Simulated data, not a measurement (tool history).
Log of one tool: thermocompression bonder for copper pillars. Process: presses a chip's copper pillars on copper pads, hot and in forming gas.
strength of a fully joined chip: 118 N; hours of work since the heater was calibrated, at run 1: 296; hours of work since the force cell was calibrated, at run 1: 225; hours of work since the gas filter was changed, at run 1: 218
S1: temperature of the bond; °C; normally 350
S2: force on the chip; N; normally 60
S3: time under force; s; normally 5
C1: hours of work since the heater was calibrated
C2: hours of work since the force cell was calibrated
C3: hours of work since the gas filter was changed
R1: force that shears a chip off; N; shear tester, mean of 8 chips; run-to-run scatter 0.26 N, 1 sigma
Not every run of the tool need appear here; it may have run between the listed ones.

run   hour   S1  S2  S3   C1   C2   C3     R1
  1    0.0  350  60   5  296  225  218   71.1
  2    7.3  350  60   5  301  230  223   70.9
  3   14.6  350  60   3  306  235  228   59.7
  4   22.8  350  55   5  312  240  233   65.5
  5   32.4  350  55   5  319  247  240   65.9
  6   38.3  350  55   5  323  251  244   65.4
  7   47.4  350  55   5  329  257  250   65.6
  8   52.7  350  55   5  332  261  254   65.2
  9   60.7  350  55   5  338  266  259   65.4
 10   70.4  350  60   5  345  273  266   70.2
 11   81.2  350  60   5  352  280  273   70.1
 12   88.6  350  60   5  357  285  278   70.0
 13   98.5  333  68  14  364  292  285   88.3
 14  106.7  333  68  14  369  298  291   87.5
 15  115.9  350  43  12  376  304  297   68.3
 16  126.4  375  41   7  383  311  304   68.2
 17  133.1  358  70  15  387  316  309  101.0
 18  139.8  361  60  15  392  320  313   95.4
 19  148.0  372  67   4  398  326  319   82.2
 20  154.1  348  67   4  402  330  323   70.5
 21  159.0  341  77   8  405  333  326   87.9
 22  168.5  360  61   5  412  340  333   75.6
 23  179.3  350  60   3  419  347  340   58.7

Alternative continuations, all from the tool just after run 23; predict every row:
  A  187.6  357  60   3  425  353  346   ?
  B  187.6  368  40  11  425  353  346   ?
  C  187.6  336  60   3  425  353  346   ?
  D  187.6  350  60   4  425  353  346   ?
  E  187.6  357  60   3  425  353  346   ?

run    R1
  A  62.3
  B  72.0
  C  52.0
  D  64.7
  E  62.1
The same runs, with their run-to-run variation unchanged, on a tool lacking any hidden condition would have given:
run    R1
  A  66.4
  B  76.8
  C  55.6
  D  69.1
  E  66.3
